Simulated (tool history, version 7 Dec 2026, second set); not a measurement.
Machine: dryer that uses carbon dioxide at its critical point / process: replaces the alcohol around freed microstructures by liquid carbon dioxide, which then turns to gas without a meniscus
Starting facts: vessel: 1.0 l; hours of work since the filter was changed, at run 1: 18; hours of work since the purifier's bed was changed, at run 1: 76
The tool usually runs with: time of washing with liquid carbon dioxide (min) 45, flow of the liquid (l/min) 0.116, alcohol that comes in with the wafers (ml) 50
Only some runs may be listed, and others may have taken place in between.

run,hour,time of washing with liquid carbon dioxide (min),flow of the liquid (l/min),alcohol that comes in with the wafers (ml),hours of work since the filter was changed,hours of work since the purifier's bed was changed,alcohol left in the vessel before it's heated (ppm by volume)
1,0.0,45,0.116,50,18,76,625
2,15.7,45,0.116,50,31,88,685
3,33.0,45,0.116,50,44,102,715
4,59.4,45,0.116,50,66,123,785
5,73.9,45,0.116,50,77,135,808
6,91.3,45,0.116,28,91,149,492
7,118.4,45,0.116,71,112,170,1284
8,137.8,45,0.116,71,128,186,1356
9,162.7,45,0.116,71,148,205,1437
10,183.1,45,0.109,50,164,222,1404
# hour 194.8: inlet filter changed
11,198.5,45,0.109,50,3,233,848
12,218.6,45,0.109,50,19,249,900
13,242.4,45,0.109,50,38,268,954
14,266.9,45,0.109,50,57,288,1043
15,295.2,45,0.109,50,80,310,1109
16,317.5,45,0.116,50,98,328,969
17,343.9,45,0.116,50,119,349,1016
18,367.1,45,0.087,50,137,367,2620
19,392.8,45,0.087,50,158,388,2798
# hour 413.8: inlet filter changed
20,416.0,45,0.116,45,2,405,633
21,437.6,45,0.116,50,19,423,732
22,459.3,45,0.116,50,36,440,770
23,484.9,45,0.116,50,57,460,843
24,511.1,45,0.116,50,77,481,898
25,527.2,45,0.116,50,90,494,944
26,551.6,45,0.116,50,110,513,1011
27,577.6,56,0.116,50,130,534,497
28,589.2,40,0.070,38,140,543,4501
29,610.3,40,0.070,38,156,560,4576
30,628.9,36,0.128,80,171,575,2830
# hour 632.1: inlet filter changed
31,646.0,28,0.121,108,11,588,6297
32,668.7,42,0.100,44,29,606,1456
33,687.7,42,0.100,30,44,621,1049
34,709.0,42,0.100,30,61,638,1130
35,731.1,40,0.148,30,79,655,442
36,757.6,40,0.148,30,100,676,450
37,772.9,40,0.148,30,112,689,493
38,785.1,34,0.174,66,122,698,944
39,803.0,46,0.113,28,136,713,744
40,821.9,49,0.116,34,151,728,674
41,834.4,38,0.116,50,161,738,2035
# hour 850.6: inlet filter changed
42,850.6,49,0.123,50,0,750,490
43,862.8,69,0.103,61,10,759,335
44,881.2,50,0.160,50,24,774,251
45,897.1,50,0.146,50,37,787,323
46,918.0,32,0.106,44,54,803,2897
47,929.5,32,0.158,93,63,812,1881

The same runs without the tool's hidden state, with the same run-to-run variation:
Hidden conditions of the tool in this case: flow that reaches the vessel past the clogged filter, %; alcohol in the recycled carbon dioxide, ppm; drift of the gauge itself on alcohol_ppm, %.
run,alcohol left in the vessel before it's heated (ppm by volume)
1,565
2,591
3,586
4,587
5,580
6,323
7,817
8,809
9,794
10,750
11,750
12,754
13,747
14,766
15,753
16,595
17,575
18,1659
19,1685
20,530
21,581
22,577
23,589
24,583
25,585
26,588
27,198
28,3261
29,3216
30,1531
31,5971
32,1197
33,787
34,813
35,205
36,196
37,210
38,476
39,341
40,272
41,1127
42,304
43,139
44,59
45,108
46,2373
47,1348

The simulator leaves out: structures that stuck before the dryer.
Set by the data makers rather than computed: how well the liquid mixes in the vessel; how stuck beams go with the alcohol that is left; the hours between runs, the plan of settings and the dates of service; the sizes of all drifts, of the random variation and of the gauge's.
